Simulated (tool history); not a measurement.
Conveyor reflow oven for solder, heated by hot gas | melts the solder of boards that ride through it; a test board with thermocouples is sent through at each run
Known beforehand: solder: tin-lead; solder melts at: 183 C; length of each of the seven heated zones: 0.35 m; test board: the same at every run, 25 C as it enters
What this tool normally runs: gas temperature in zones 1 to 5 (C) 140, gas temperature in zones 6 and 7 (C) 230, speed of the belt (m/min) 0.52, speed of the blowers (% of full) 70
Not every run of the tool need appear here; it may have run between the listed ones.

| run | hour | gas temperature in zones 1 to 5 (C) | gas temperature in zones 6 and 7 (C) | speed of the belt (m/min) | speed of the blowers (% of full) | highest temperature of the board (C) | time above the solder's melting point (s) |
|---|---|---|---|---|---|---|---|
| 1 | 0 | 140 | 230 | 0.52 | 70 | 216 | 60.5 |
| 2 | 45.7 | 140 | 230 | 0.52 | 62 | 213.6 | 57.7 |
| 3 | 79.2 | 140 | 230 | 0.52 | 62 | 213.2 | 57.9 |
| 4 | 110 | 140 | 230 | 0.563 | 70 | 212 | 51.1 |
| 5 | 149.4 | 140 | 230 | 0.563 | 70 | 211.5 | 51.2 |
| 6 | 201 | 148 | 230 | 0.52 | 70 | 215.6 | 62.9 |
| 7 | 241.3 | 148 | 230 | 0.52 | 70 | 215.8 | 62.4 |
| 8 | 271.4 | 140 | 230 | 0.52 | 70 | 213.7 | 57.8 |
| 9 | 300.9 | 138 | 230 | 0.52 | 70 | 213.4 | 56 |
| 10 | 324.4 | 138 | 230 | 0.52 | 70 | 213 | 56.4 |
| 11 | 376.3 | 138 | 230 | 0.52 | 70 | 212.4 | 56 |
| 12 | 410.6 | 140 | 230 | 0.52 | 70 | 218.2 | 62.8 |
| 13 | 441.2 | 140 | 230 | 0.52 | 70 | 218.6 | 63.6 |
| 14 | 465.1 | 140 | 230 | 0.46 | 70 | 221.9 | 75.4 |
| 15 | 490.7 | 140 | 230 | 0.46 | 70 | 221.5 | 74.6 |
| 16 | 542.8 | 140 | 230 | 0.421 | 69 | 222.8 | 83.9 |
| 17 | 582.7 | 135 | 230 | 0.545 | 70 | 215.3 | 56.3 |
| 18 | 631.8 | 140 | 218 | 0.52 | 54 | 202.2 | 45.3 |
| 19 | 681.6 | 143 | 230 | 0.52 | 60 | 215.2 | 60.7 |
| 20 | 704.5 | 143 | 230 | 0.52 | 60 | 214.4 | 60.7 |
| 21 | 747 | 137 | 230 | 0.473 | 75 | 222.1 | 72 |
| 22 | 781.4 | 137 | 233 | 0.587 | 52 | 210 | 46.2 |
| 23 | 805.7 | 137 | 233 | 0.587 | 52 | 209.7 | 46 |
| 24 | 851.9 | 137 | 233 | 0.587 | 52 | 209.7 | 45.8 |
| 25 | 884 | 140 | 230 | 0.424 | 70 | 223.7 | 83.5 |
| 26 | 912.9 | 128 | 219 | 0.52 | 54 | 200.9 | 39.4 |
| 27 | 949.1 | 131 | 225 | 0.434 | 82 | 219.1 | 73.5 |
| 28 | 978.9 | 131 | 223 | 0.434 | 82 | 217 | 72.4 |
| 29 | 1019.1 | 131 | 223 | 0.434 | 82 | 217.4 | 71.8 |
| 30 | 1071.7 | 131 | 223 | 0.424 | 66 | 216 | 72.3 |

Withheld: 6 entries from between the runs. Position of each, and hidden state at the listed run before versus the listed run after:
Runs 3 to 4: flux residue cleaned out of gas plates and filters (hour 95.1)
  heat that the gas passes to the board, % of a clean oven's: 91.1 -> 86.2; belt's true speed, % of the reading: 99.72 -> 99.69; true gas temperature in zones 6 and 7 over the reading, C: 1.57 -> 1.62
  the result without the hidden state subtracted from the measured one, highest temperature of the board (C): -0.6 -> -2.3; time above the solder's melting point (s): -1 -> -2.8
Runs 11 to 12: flux residue cleaned out of gas plates and filters (hour 406.9)
  heat that the gas passes to the board, % of a clean oven's: 79.7 -> 99.8; belt's true speed, % of the reading: 99.36 -> 99.32; true gas temperature in zones 6 and 7 over the reading, C: 2.19 -> 2.25
  the result without the hidden state subtracted from the measured one, highest temperature of the board (C): -3.5 -> +2.1; time above the solder's melting point (s): -4.1 -> +2.1
Runs 12 to 13: flux residue cleaned out of gas plates and filters, once more (hour 426.4)
  heat that the gas passes to the board, % of a clean oven's: 99.8 -> 99.5; belt's true speed, % of the reading: 99.32 -> 99.29; true gas temperature in zones 6 and 7 over the reading, C: 2.25 -> 2.31
  the result without the hidden state subtracted from the measured one, highest temperature of the board (C): +2.1 -> +2.1; time above the solder's melting point (s): +2.1 -> +2.1
Runs 20 to 21: flux residue cleaned out of gas plates and filters (hour 738)
  heat that the gas passes to the board, % of a clean oven's: 91.9 -> 98.8; belt's true speed, % of the reading: 98.96 -> 98.92; true gas temperature in zones 6 and 7 over the reading, C: 2.88 -> 2.97
  the result without the hidden state subtracted from the measured one, highest temperature of the board (C): +1 -> +2.8; time above the solder's melting point (s): +1.1 -> +2.7
Runs 26 to 27: belt drive overhauled, speed set with a stopwatch (hour 926.2)
  heat that the gas passes to the board, % of a clean oven's: 94.1 -> 93.3; belt's true speed, % of the reading: 98.72 -> 100.18; true gas temperature in zones 6 and 7 over the reading, C: 3.32 -> 3.39
  the result without the hidden state subtracted from the measured one, highest temperature of the board (C): +1.9 -> +1.8; time above the solder's melting point (s): +2.8 -> +0.5
Runs 29 to 30: flux residue cleaned out of gas plates and filters (hour 1055.1)
  heat that the gas passes to the board, % of a clean oven's: 91.4 -> 99; belt's true speed, % of the reading: 100.1 -> 100.04; true gas temperature in zones 6 and 7 over the reading, C: 3.53 -> 3.64
  the result without the hidden state subtracted from the measured one, highest temperature of the board (C): +1.6 -> +3.2; time above the solder's melting point (s): +0.2 -> +2.8
